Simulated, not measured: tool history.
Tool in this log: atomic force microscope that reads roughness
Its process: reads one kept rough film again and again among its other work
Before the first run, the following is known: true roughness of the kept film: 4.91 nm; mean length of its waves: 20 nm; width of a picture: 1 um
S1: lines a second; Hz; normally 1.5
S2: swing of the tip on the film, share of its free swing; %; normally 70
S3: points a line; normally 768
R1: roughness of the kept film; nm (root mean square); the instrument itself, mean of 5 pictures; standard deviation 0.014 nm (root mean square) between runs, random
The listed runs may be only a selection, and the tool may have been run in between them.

run,hour,S1,S2,S3,R1
1,0,1.5,70,768,2.627
2,7.2,1.5,70,768,2.532
3,13.1,1.5,70,768,2.503
4,19.9,1.5,77,768,2.373
5,25.1,1.5,70,768,2.391
6,35.7,1.5,60,768,2.367
7,40.8,0.58,70,768,2.344
8,47.1,0.58,70,684,2.295
9,52.7,0.58,59,684,2.275
10,61.8,0.58,59,684,2.197
11,70.9,0.58,59,898,2.152
# hour 73.8: new tip fitted
12,78.4,1.5,70,768,3.359
13,85.2,1.5,70,768,3.221
14,91.5,1.5,70,768,3.165
15,96.8,1.5,70,768,3.057
16,105.5,1.5,70,768,2.955
17,115.5,1.5,80,768,2.728
18,122.5,1.5,71,768,2.736
# hour 124.1: height scale calibrated on a step standard
19,129.2,1.13,88,599,2.581
20,136.8,1.13,70,448,2.614
# hour 145.2: height scale calibrated on a step standard, once more
21,149.4,1.13,70,448,2.526
22,160.9,0.63,76,637,2.443
23,172.9,1.5,70,871,2.32
24,179.2,0.55,67,871,2.341
25,186.3,0.53,67,871,2.303
26,191.4,0.53,67,871,2.257
27,199,0.53,67,871,2.194
# hour 203.4: new tip fitted
28,210.4,0.53,67,871,3.441
29,220.9,0.53,67,871,3.245
30,226.7,0.53,67,871,3.18
31,233.7,0.53,67,871,3.067

5 options for the next run, each taken on its own from the tool as it stands now. Forecast them:
A,241.8,1.14,69,871,?
B,241.8,1.31,58,442,?
C,241.8,0.95,67,871,?
D,241.8,0.53,80,936,?
E,241.8,0.51,72,871,?

run,R1
A,2.887
B,2.937
C,2.931
D,2.939
E,2.968
The same runs, with their run-to-run variation unchanged, on a tool lacking any hidden condition would have given:
run,R1
A,3.5
B,3.56
C,3.553
D,3.561
E,3.598

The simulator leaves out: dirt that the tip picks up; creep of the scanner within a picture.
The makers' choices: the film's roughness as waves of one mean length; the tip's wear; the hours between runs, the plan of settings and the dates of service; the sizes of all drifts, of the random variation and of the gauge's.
